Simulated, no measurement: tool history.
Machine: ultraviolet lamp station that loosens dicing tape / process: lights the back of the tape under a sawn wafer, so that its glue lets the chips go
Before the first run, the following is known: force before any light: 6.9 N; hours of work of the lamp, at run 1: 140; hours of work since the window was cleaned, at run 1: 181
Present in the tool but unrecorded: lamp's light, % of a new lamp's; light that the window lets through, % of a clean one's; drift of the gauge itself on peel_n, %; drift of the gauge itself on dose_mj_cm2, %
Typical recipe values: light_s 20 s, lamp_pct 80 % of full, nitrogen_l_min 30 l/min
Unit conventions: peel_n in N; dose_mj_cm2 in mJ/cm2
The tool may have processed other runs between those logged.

| run | hour | light_s | lamp_pct | nitrogen_l_min | hours of work of the lamp | hours of work since the window was cleaned | peel_n | dose_mj_cm2 |
|---|---|---|---|---|---|---|---|---|
| 1 | 0 | 20 | 80 | 30 | 140 | 181 | 0.809 | 458 |
| 2 | 15.3 | 20 | 80 | 30 | 148 | 189 | 0.825 | 456 |
| 3 | 40.4 | 20 | 80 | 30 | 162 | 203 | 0.828 | 446 |
| 4 | 62.7 | 20 | 80 | 30 | 174 | 215 | 0.848 | 437 |
| 5 | 88.9 | 20 | 80 | 23 | 188 | 229 | 1.004 | 430 |
| 6 | 104.9 | 20 | 97 | 30 | 197 | 238 | 0.617 | 518 |
|  | 107.7 | window cleaned of glue's vapour |
| 7 | 118.4 | 20 | 87 | 30 | 204 | 6 | 0.818 | 446 |
| 8 | 129.8 | 20 | 87 | 30 | 210 | 12 | 0.848 | 445 |
| 9 | 152.9 | 20 | 87 | 10 | 223 | 25 | 1.627 | 440 |
| 10 | 171.8 | 20 | 61 | 10 | 233 | 35 | 2.458 | 306 |
| 11 | 186.1 | 16 | 63 | 10 | 241 | 43 | 2.874 | 248 |
|  | 190.8 | window cleaned of glue's vapour, once more |
| 12 | 200.6 | 33 | 63 | 23 | 248 | 5 | 0.475 | 626 |
| 13 | 222.4 | 33 | 63 | 33 | 260 | 17 | 0.396 | 624 |
| 14 | 235.5 | 14 | 92 | 19 | 267 | 24 | 1.408 | 384 |

The next listed run, before its measurement:
| 15 | 262.7 | 14 | 92 | 19 | 282 | 39 | ? | ? |

peel_n: 1.455 N
dose_mj_cm2: 373 mJ/cm2
Were there no unlogged condition in the tool, this run, its random variation unchanged, would have produced peel_n 1.116 N, dose_mj_cm2 440 mJ/cm2.

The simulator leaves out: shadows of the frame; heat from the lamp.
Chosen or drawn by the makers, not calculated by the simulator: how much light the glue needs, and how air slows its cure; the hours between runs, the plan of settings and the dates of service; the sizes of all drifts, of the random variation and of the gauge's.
